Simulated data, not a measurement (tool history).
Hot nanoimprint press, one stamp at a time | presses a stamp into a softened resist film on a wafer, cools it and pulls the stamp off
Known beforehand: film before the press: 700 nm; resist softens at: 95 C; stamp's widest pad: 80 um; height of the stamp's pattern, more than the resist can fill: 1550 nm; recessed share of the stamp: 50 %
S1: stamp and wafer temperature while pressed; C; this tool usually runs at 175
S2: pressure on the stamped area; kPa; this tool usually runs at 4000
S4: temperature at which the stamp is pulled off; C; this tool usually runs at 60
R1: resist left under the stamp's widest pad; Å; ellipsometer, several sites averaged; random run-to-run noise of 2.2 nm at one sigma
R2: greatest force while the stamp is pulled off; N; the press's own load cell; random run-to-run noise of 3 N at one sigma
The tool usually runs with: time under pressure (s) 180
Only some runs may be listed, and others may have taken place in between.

{"run": 1, "day": 0.0, "S1": 175, "S2": 4000, "time under pressure (s)": 180, "S4": 60, "R1": 3592, "R2": 145}
{"run": 2, "day": 2.221, "S1": 175, "S2": 4000, "time under pressure (s)": 231, "S4": 60, "R1": 3312, "R2": 140}
{"run": 3, "day": 4.283, "S1": 175, "S2": 4000, "time under pressure (s)": 231, "S4": 60, "R1": 3320, "R2": 141}
{"run": 4, "day": 5.396, "S1": 175, "S2": 4000, "time under pressure (s)": 231, "S4": 60, "R1": 3320, "R2": 142}
{"run": 5, "day": 7.212, "S1": 175, "S2": 4000, "time under pressure (s)": 231, "S4": 60, "R1": 3285, "R2": 141}
{"run": 6, "day": 9.179, "S1": 175, "S2": 4000, "time under pressure (s)": 231, "S4": 52, "R1": 3285, "R2": 161}
{"run": 7, "day": 11.804, "S1": 175, "S2": 4000, "time under pressure (s)": 231, "S4": 52, "R1": 3321, "R2": 159}
{"run": 8, "day": 13.912, "S1": 175, "S2": 4000, "time under pressure (s)": 231, "S4": 52, "R1": 3284, "R2": 166}
{"run": 9, "day": 15.262, "S1": 175, "S2": 4000, "time under pressure (s)": 231, "S4": 52, "R1": 3305, "R2": 161}
{"run": 10, "day": 16.896, "S1": 180, "S2": 3190, "time under pressure (s)": 231, "S4": 52, "R1": 3014, "R2": 161}
{"run": 11, "day": 19.296, "S1": 175, "S2": 5600, "time under pressure (s)": 264, "S4": 60, "R1": 2684, "R2": 146}
{"run": 12, "day": 21.762, "S1": 175, "S2": 3210, "time under pressure (s)": 303, "S4": 60, "R1": 3233, "R2": 147}
{"run": 13, "day": 23.671, "S1": 175, "S2": 4000, "time under pressure (s)": 180, "S4": 53, "R1": 3628, "R2": 162}
{"run": 14, "day": 25.933, "S1": 175, "S2": 3190, "time under pressure (s)": 271, "S4": 53, "R1": 3381, "R2": 156}
{"run": 15, "day": 27.579, "S1": 175, "S2": 3190, "time under pressure (s)": 271, "S4": 53, "R1": 3382, "R2": 161}
{"run": 16, "day": 29.142, "S1": 184, "S2": 3380, "time under pressure (s)": 182, "S4": 53, "R1": 2822, "R2": 156}

Missing from the log above: 4 entries noted between runs. For each, name the pair of listed runs it sits between and say how the tool's hidden condition differs from the listed run just before to the listed run just after:
Between runs 1 and 2: stamp cleaned and given a new release coat (day 0.954)
  true temperature over the reading, C: -0.04 -> -0.05; pressure that arrives at the usual setting, %: 99.78 -> 99.77; grip of the stamp's worn release coat, % over a new coat's: 0.8 -> 0
Between runs 6 and 7: plate thermocouple calibrated (day 11.221); press's hydraulic seals changed and the load cell set to zero (day 11.554)
  true temperature over the reading, C: -0.06 -> 0; pressure that arrives at the usual setting, %: 99.75 -> 100; grip of the stamp's worn release coat, % over a new coat's: 0.3 -> 0.4
Between runs 13 and 14: stamp cleaned and given a new release coat (day 25.067)
  pressure that arrives at the usual setting, %: 99.96 -> 99.95; grip of the stamp's worn release coat, % over a new coat's: 0.8 -> 0
